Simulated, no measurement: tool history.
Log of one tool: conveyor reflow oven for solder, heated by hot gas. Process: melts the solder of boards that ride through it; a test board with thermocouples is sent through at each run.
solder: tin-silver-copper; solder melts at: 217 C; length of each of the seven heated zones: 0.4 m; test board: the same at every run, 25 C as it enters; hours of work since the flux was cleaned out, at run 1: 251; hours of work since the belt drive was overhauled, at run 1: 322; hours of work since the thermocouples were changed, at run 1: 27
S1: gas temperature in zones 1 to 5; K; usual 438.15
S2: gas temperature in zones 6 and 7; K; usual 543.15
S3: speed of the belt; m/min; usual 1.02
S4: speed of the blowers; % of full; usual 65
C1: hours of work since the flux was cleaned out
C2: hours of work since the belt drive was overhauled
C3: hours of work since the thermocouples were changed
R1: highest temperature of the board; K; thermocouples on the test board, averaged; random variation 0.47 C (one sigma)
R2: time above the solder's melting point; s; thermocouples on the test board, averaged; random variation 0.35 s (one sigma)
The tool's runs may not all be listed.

Run 1, hour 0: usual settings; C1 251; C2 322; C3 27. Result: R1 515.45 K, R2 26.8 s.
Run 2, hour 13.4: usual settings; C1 259; C2 329; C3 35. Result: R1 516.45 K, R2 27 s.
Run 3, hour 25.4: usual settings; C1 265; C2 336; C3 41. Result: R1 516.25 K, R2 26.9 s.
Run 4, hour 37.4: usual settings but S2 533.15 K; C1 272; C2 343; C3 48. Result: R1 507.65 K, R2 21.1 s.
At hour 43.8: flux residue cleaned out of gas plates and filters.
Run 5, hour 55.8: usual settings but S2 533.15 K; C1 7; C2 350; C3 55. Result: R1 511.45 K, R2 24.3 s.
Run 6, hour 65.9: usual settings but S1 435.15 K; C1 12; C2 355; C3 61. Result: R1 517.65 K, R2 28.2 s.
Run 7, hour 81.2: usual settings but S3 0.89 m/min; C1 20; C2 364; C3 69. Result: R1 524.55 K, R2 37 s.
Run 8, hour 90.4: usual settings but S3 0.89 m/min; C1 26; C2 369; C3 74. Result: R1 524.25 K, R2 36.8 s.
Run 9, hour 103.1: usual settings but S3 0.89 m/min; C1 32; C2 376; C3 81. Result: R1 523.35 K, R2 36.8 s.
Run 10, hour 120.1: usual settings but S3 0.89 m/min; C1 42; C2 385; C3 90. Result: R1 523.95 K, R2 37.2 s.
Run 11, hour 132.7: usual settings but S4 81 % of full; C1 49; C2 392; C3 97. Result: R1 521.45 K, R2 31.5 s.
Run 12, hour 151.3: usual settings; C1 59; C2 402; C3 107. Result: R1 519.75 K, R2 29.3 s.
Run 13, hour 161.8: usual settings but S2 551.15 K; C1 65; C2 408; C3 113. Result: R1 524.95 K, R2 33 s.
Run 14, hour 170: usual settings but S2 551.15 K; C1 69; C2 412; C3 117. Result: R1 526.05 K, R2 32 s.
Run 15, hour 185.1: usual settings but S1 429.15 K, S2 536.15 K; C1 77; C2 420; C3 126. Result: R1 511.05 K, R2 21.8 s.
Run 16, hour 196.7: usual settings but S1 429.15 K, S2 536.15 K; C1 84; C2 427; C3 132. Result: R1 509.95 K, R2 22 s.
Run 17, hour 211.2: usual settings but S1 429.15 K, S4 59 % of full; C1 92; C2 435; C3 140. Result: R1 514.45 K, R2 24.5 s.
Run 18, hour 230.4: usual settings but S1 429.15 K, S4 59 % of full; C1 102; C2 445; C3 150. Result: R1 514.65 K, R2 24.2 s.
Run 19, hour 239.6: usual settings but S2 532.15 K, S4 87 % of full; C1 107; C2 450; C3 155. Result: R1 514.05 K, R2 26.3 s.
Run 20, hour 248.3: usual settings but S2 532.15 K, S4 87 % of full; C1 112; C2 455; C3 160. Result: R1 512.35 K, R2 26.3 s.
Run 21, hour 257.8: usual settings but S1 424.15 K, S2 532.15 K, S4 87 % of full; C1 117; C2 460; C3 165. Result: R1 510.65 K, R2 22.2 s.
Run 22, hour 271.1: usual settings but S1 434.15 K, S2 535.15 K, S3 0.97 m/min, S4 87 % of full; C1 124; C2 468; C3 173. Result: R1 516.75 K, R2 28.6 s.
Run 23, hour 283.5: usual settings but S1 434.15 K, S2 535.15 K, S3 0.97 m/min, S4 87 % of full; C1 131; C2 474; C3 179. Result: R1 516.15 K, R2 29.4 s.
Run 24, hour 296.3: usual settings but S1 428.15 K, S2 533.15 K, S4 72 % of full; C1 138; C2 481; C3 186. Result: R1 508.45 K, R2 21 s.
Run 25, hour 309: usual settings but S1 428.15 K, S2 533.15 K, S4 72 % of full; C1 145; C2 488; C3 193. Result: R1 508.05 K, R2 21.1 s.
Run 26, hour 319.1: usual settings but S1 451.15 K, S2 550.15 K, S3 0.9 m/min, S4 68 % of full; C1 151; C2 494; C3 199. Result: R1 531.45 K, R2 43.4 s.

3 ways to go on from here, each from the tool as it stands after run 26. What would each give?
Run A, hour 337.9: usual settings but S1 451.15 K, S2 537.15 K, S3 1.17 m/min, S4 61 % of full; C1 161; C2 504; C3 209. Result: R1 ?, R2 ?.
Run B, hour 337.9: usual settings but S2 538.15 K, S4 62 % of full; C1 161; C2 504; C3 209. Result: R1 ?, R2 ?.
Run C, hour 337.9: usual settings but S2 537.15 K, S4 57 % of full; C1 161; C2 504; C3 209. Result: R1 ?, R2 ?.

run      R1    R2
  A  509.45  21.7
  B  513.55  24.9
  C  510.35  22.8
Without the tool's hidden state the same runs would have given:
run      R1    R2
  A  511.25  23.2
  B  515.35  26.3
  C  512.05  24.2
